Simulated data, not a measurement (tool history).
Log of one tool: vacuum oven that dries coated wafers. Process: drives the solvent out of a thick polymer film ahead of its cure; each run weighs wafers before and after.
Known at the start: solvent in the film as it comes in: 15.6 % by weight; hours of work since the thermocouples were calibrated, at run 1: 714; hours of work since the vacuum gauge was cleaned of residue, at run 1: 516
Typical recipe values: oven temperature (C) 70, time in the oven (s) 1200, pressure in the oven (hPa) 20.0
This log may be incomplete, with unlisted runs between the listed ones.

| run | hour | oven temperature (C) | time in the oven (s) | pressure in the oven (hPa) | hours of work since the thermocouples were calibrated | hours of work since the vacuum gauge was cleaned of residue | solvent left in the film (%) |
|---|---|---|---|---|---|---|---|
| 1 | 0.0 | 70 | 1200 | 20.0 | 714 | 516 | 2.07 |
| 2 | 92.8 | 70 | 1200 | 20.0 | 785 | 587 | 2.12 |
| 3 | 131.8 | 70 | 900 | 20.0 | 814 | 617 | 2.90 |
| 4 | 226.6 | 70 | 900 | 20.0 | 887 | 690 | 2.97 |
| 5 | 315.2 | 70 | 1200 | 20.0 | 955 | 758 | 2.23 |
| 6 | 392.0 | 65 | 1200 | 20.0 | 1013 | 816 | 3.40 |
| 7 | 470.4 | 65 | 1200 | 20.0 | 1073 | 876 | 3.41 |
| 8 | 551.5 | 65 | 1200 | 20.0 | 1135 | 938 | 3.51 |
| 9 | 593.8 | 65 | 1200 | 20.0 | 1168 | 971 | 3.46 |
| 10 | 638.9 | 65 | 1200 | 20.0 | 1202 | 1005 | 3.44 |
| 11 | 720.2 | 56 | 1200 | 20.0 | 1264 | 1067 | 6.36 |
| 12 | 768.0 | 56 | 1200 | 20.0 | 1301 | 1104 | 6.55 |
| 13 | 832.5 | 56 | 1200 | 20.0 | 1350 | 1153 | 6.46 |
| 14 | 902.7 | 56 | 1200 | 20.0 | 1404 | 1207 | 6.43 |
| 15 | 982.9 | 77 | 1200 | 20.0 | 1465 | 1268 | 1.26 |
|  | 1027.1 | oven's thermocouples calibrated |
| 16 | 1060.9 | 70 | 1200 | 20.0 | 26 | 1326 | 2.19 |
| 17 | 1139.5 | 70 | 1440 | 20.0 | 86 | 1386 | 1.75 |
| 18 | 1198.9 | 70 | 1440 | 20.0 | 131 | 1432 | 1.85 |
| 19 | 1254.0 | 70 | 1440 | 20.0 | 173 | 1474 | 1.93 |
| 20 | 1316.4 | 74 | 2100 | 68.2 | 221 | 1522 | 3.46 |
| 21 | 1407.3 | 61 | 2100 | 68.2 | 291 | 1591 | 6.68 |
| 22 | 1475.1 | 61 | 2100 | 68.2 | 343 | 1643 | 6.40 |
| 23 | 1533.5 | 61 | 2100 | 68.2 | 387 | 1688 | 6.63 |
| 24 | 1606.9 | 61 | 2100 | 68.2 | 443 | 1744 | 6.63 |
| 25 | 1703.2 | 61 | 2100 | 68.2 | 517 | 1817 | 6.71 |
| 26 | 1781.9 | 76 | 2100 | 23.2 | 577 | 1878 | 1.26 |
| 27 | 1833.6 | 81 | 1440 | 41.3 | 617 | 1917 | 1.68 |
| 28 | 1919.8 | 72 | 1200 | 35.6 | 683 | 1983 | 2.77 |
| 29 | 2015.7 | 83 | 600 | 11.4 | 756 | 2056 | 1.36 |
| 30 | 2083.1 | 70 | 1200 | 41.5 | 808 | 2108 | 3.55 |
| 31 | 2160.3 | 67 | 720 | 50.1 | 867 | 2167 | 6.40 |
| 32 | 2229.9 | 82 | 1080 | 41.5 | 920 | 2220 | 1.72 |
| 33 | 2315.5 | 68 | 900 | 20.0 | 985 | 2286 | 3.91 |
| 34 | 2383.8 | 68 | 900 | 47.9 | 1037 | 2338 | 5.30 |
| 35 | 2425.5 | 76 | 1680 | 12.0 | 1069 | 2370 | 0.88 |
| 36 | 2478.7 | 66 | 1200 | 51.5 | 1110 | 2410 | 5.20 |
| 37 | 2547.7 | 70 | 720 | 22.7 | 1163 | 2463 | 4.34 |

Hidden state at the last listed run before each entry between runs and at the first one after, where it differs:
Runs 15 to 16: oven's thermocouples calibrated (hour 1027.1)
  true wafer temperature over the reading, C: -1.24 -> -0.35; true pressure over the reading, kPa: 0.327 -> 0.343
  measured minus no-state result, solvent left in the film (%): +0.25 -> +0.24
